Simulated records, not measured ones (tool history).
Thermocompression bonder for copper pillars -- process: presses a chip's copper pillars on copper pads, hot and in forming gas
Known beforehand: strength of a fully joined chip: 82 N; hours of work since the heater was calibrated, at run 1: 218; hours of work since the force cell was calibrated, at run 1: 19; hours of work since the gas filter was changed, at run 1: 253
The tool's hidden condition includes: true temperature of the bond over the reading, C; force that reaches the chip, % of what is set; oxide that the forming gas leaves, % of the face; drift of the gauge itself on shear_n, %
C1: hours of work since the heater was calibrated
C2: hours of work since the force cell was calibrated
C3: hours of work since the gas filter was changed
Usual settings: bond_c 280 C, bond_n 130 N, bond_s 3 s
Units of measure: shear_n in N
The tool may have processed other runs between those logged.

{"run": 1, "hour": 0.0, "bond_c": 280, "bond_n": 130, "bond_s": 3, "C1": 218, "C2": 19, "C3": 253, "shear_n": 40.9}
{"run": 2, "hour": 34.7, "bond_c": 280, "bond_n": 178, "bond_s": 3, "C1": 243, "C2": 44, "C3": 278, "shear_n": 52.3}
{"run": 3, "hour": 61.5, "bond_c": 280, "bond_n": 166, "bond_s": 3, "C1": 263, "C2": 63, "C3": 298, "shear_n": 49.7}
{"run": 4, "hour": 89.0, "bond_c": 280, "bond_n": 166, "bond_s": 3, "C1": 283, "C2": 83, "C3": 318, "shear_n": 49.7}
{"run": 5, "hour": 109.2, "bond_c": 280, "bond_n": 130, "bond_s": 3, "C1": 297, "C2": 98, "C3": 332, "shear_n": 40.6}
{"run": 6, "hour": 134.6, "bond_c": 296, "bond_n": 130, "bond_s": 3, "C1": 316, "C2": 116, "C3": 351, "shear_n": 48.4}
{"run": 7, "hour": 169.0, "bond_c": 296, "bond_n": 130, "bond_s": 3, "C1": 341, "C2": 141, "C3": 376, "shear_n": 48.3}
{"run": 8, "hour": 190.9, "bond_c": 296, "bond_n": 130, "bond_s": 3, "C1": 357, "C2": 157, "C3": 392, "shear_n": 48.3}
{"run": 9, "hour": 226.2, "bond_c": 296, "bond_n": 130, "bond_s": 3, "C1": 383, "C2": 183, "C3": 417, "shear_n": 48.6}
{"run": 10, "hour": 258.9, "bond_c": 280, "bond_n": 130, "bond_s": 6, "C1": 406, "C2": 207, "C3": 441, "shear_n": 50.5}
{"hour": 286.5, "done": "forming gas filter changed"}
{"run": 11, "hour": 288.9, "bond_c": 280, "bond_n": 130, "bond_s": 6, "C1": 428, "C2": 228, "C3": 2, "shear_n": 52.5}
{"run": 12, "hour": 317.8, "bond_c": 280, "bond_n": 130, "bond_s": 3, "C1": 449, "C2": 249, "C3": 23, "shear_n": 42.6}
{"run": 13, "hour": 338.6, "bond_c": 280, "bond_n": 143, "bond_s": 3, "C1": 464, "C2": 264, "C3": 38, "shear_n": 45.9}
{"run": 14, "hour": 353.7, "bond_c": 280, "bond_n": 130, "bond_s": 3, "C1": 475, "C2": 275, "C3": 49, "shear_n": 42.5}
{"run": 15, "hour": 376.5, "bond_c": 280, "bond_n": 98, "bond_s": 3, "C1": 491, "C2": 292, "C3": 65, "shear_n": 32.8}
{"run": 16, "hour": 401.8, "bond_c": 280, "bond_n": 91, "bond_s": 3, "C1": 510, "C2": 310, "C3": 84, "shear_n": 30.4}
{"run": 17, "hour": 420.7, "bond_c": 280, "bond_n": 130, "bond_s": 3, "C1": 524, "C2": 324, "C3": 98, "shear_n": 42.0}
{"run": 18, "hour": 440.7, "bond_c": 280, "bond_n": 130, "bond_s": 3, "C1": 538, "C2": 339, "C3": 112, "shear_n": 42.8}
{"run": 19, "hour": 469.1, "bond_c": 280, "bond_n": 118, "bond_s": 3, "C1": 559, "C2": 359, "C3": 133, "shear_n": 38.8}
{"run": 20, "hour": 499.5, "bond_c": 280, "bond_n": 141, "bond_s": 3, "C1": 581, "C2": 381, "C3": 155, "shear_n": 45.4}
{"run": 21, "hour": 522.2, "bond_c": 280, "bond_n": 130, "bond_s": 9, "C1": 597, "C2": 398, "C3": 171, "shear_n": 58.2}
{"run": 22, "hour": 545.6, "bond_c": 278, "bond_n": 154, "bond_s": 4, "C1": 614, "C2": 415, "C3": 188, "shear_n": 51.8}
{"run": 23, "hour": 567.9, "bond_c": 278, "bond_n": 159, "bond_s": 2, "C1": 631, "C2": 431, "C3": 205, "shear_n": 42.8}
{"run": 24, "hour": 584.3, "bond_c": 298, "bond_n": 130, "bond_s": 3, "C1": 643, "C2": 443, "C3": 217, "shear_n": 51.0}
{"run": 25, "hour": 610.9, "bond_c": 298, "bond_n": 130, "bond_s": 3, "C1": 662, "C2": 462, "C3": 236, "shear_n": 50.6}
{"run": 26, "hour": 633.1, "bond_c": 298, "bond_n": 130, "bond_s": 3, "C1": 678, "C2": 479, "C3": 252, "shear_n": 50.5}
{"run": 27, "hour": 659.4, "bond_c": 256, "bond_n": 136, "bond_s": 6, "C1": 697, "C2": 498, "C3": 271, "shear_n": 41.6}
{"run": 28, "hour": 682.5, "bond_c": 287, "bond_n": 79, "bond_s": 2, "C1": 714, "C2": 514, "C3": 288, "shear_n": 24.6}
{"run": 29, "hour": 708.7, "bond_c": 284, "bond_n": 106, "bond_s": 3, "C1": 733, "C2": 534, "C3": 307, "shear_n": 36.9}
{"run": 30, "hour": 743.5, "bond_c": 271, "bond_n": 173, "bond_s": 3, "C1": 758, "C2": 559, "C3": 332, "shear_n": 48.3}
{"run": 31, "hour": 765.8, "bond_c": 263, "bond_n": 173, "bond_s": 2, "C1": 775, "C2": 575, "C3": 349, "shear_n": 38.6}
{"run": 32, "hour": 792.5, "bond_c": 280, "bond_n": 106, "bond_s": 3, "C1": 794, "C2": 594, "C3": 368, "shear_n": 35.4}
{"run": 33, "hour": 811.6, "bond_c": 280, "bond_n": 106, "bond_s": 3, "C1": 808, "C2": 608, "C3": 382, "shear_n": 35.2}
{"run": 34, "hour": 842.0, "bond_c": 267, "bond_n": 80, "bond_s": 3, "C1": 830, "C2": 630, "C3": 404, "shear_n": 22.2}
{"run": 35, "hour": 856.4, "bond_c": 267, "bond_n": 80, "bond_s": 3, "C1": 840, "C2": 641, "C3": 414, "shear_n": 22.4}
{"run": 36, "hour": 874.3, "bond_c": 304, "bond_n": 94, "bond_s": 7, "C1": 853, "C2": 654, "C3": 427, "shear_n": 53.5}
{"run": 37, "hour": 908.0, "bond_c": 255, "bond_n": 130, "bond_s": 3, "C1": 878, "C2": 678, "C3": 452, "shear_n": 30.5}
{"hour": 922.2, "done": "forming gas filter changed"}
{"run": 38, "hour": 929.5, "bond_c": 280, "bond_n": 99, "bond_s": 5, "C1": 893, "C2": 694, "C3": 5, "shear_n": 41.3}
{"run": 39, "hour": 964.3, "bond_c": 280, "bond_n": 94, "bond_s": 3, "C1": 919, "C2": 719, "C3": 31, "shear_n": 32.5}
{"run": 40, "hour": 983.0, "bond_c": 291, "bond_n": 83, "bond_s": 4, "C1": 932, "C2": 733, "C3": 44, "shear_n": 36.9}
{"run": 41, "hour": 1001.8, "bond_c": 291, "bond_n": 106, "bond_s": 3, "C1": 946, "C2": 746, "C3": 58, "shear_n": 41.6}

3 options for the next run, each taken on its own from the tool as it stands now. Forecast them:
{"hour": 1036.9, "done": "heater calibrated with a thermocouple chip"}
{"run": "A", "hour": 1036.9, "bond_c": 281, "bond_n": 171, "bond_s": 3, "C1": 0, "C2": 770, "C3": 82, "shear_n": "?"}
{"hour": 1036.9, "done": "heater calibrated with a thermocouple chip"}
{"run": "B", "hour": 1036.9, "bond_c": 291, "bond_n": 97, "bond_s": 3, "C1": 0, "C2": 770, "C3": 82, "shear_n": "?"}
{"hour": 1036.9, "done": "heater calibrated with a thermocouple chip"}
{"run": "C", "hour": 1036.9, "bond_c": 280, "bond_n": 116, "bond_s": 3, "C1": 0, "C2": 770, "C3": 82, "shear_n": "?"}

run=A shear_n=49.1
run=B shear_n=33.9
run=C shear_n=34.9
With no hidden state in the tool, these same runs would have given:
run=A shear_n=51.4
run=B shear_n=35.8
run=C shear_n=36.9
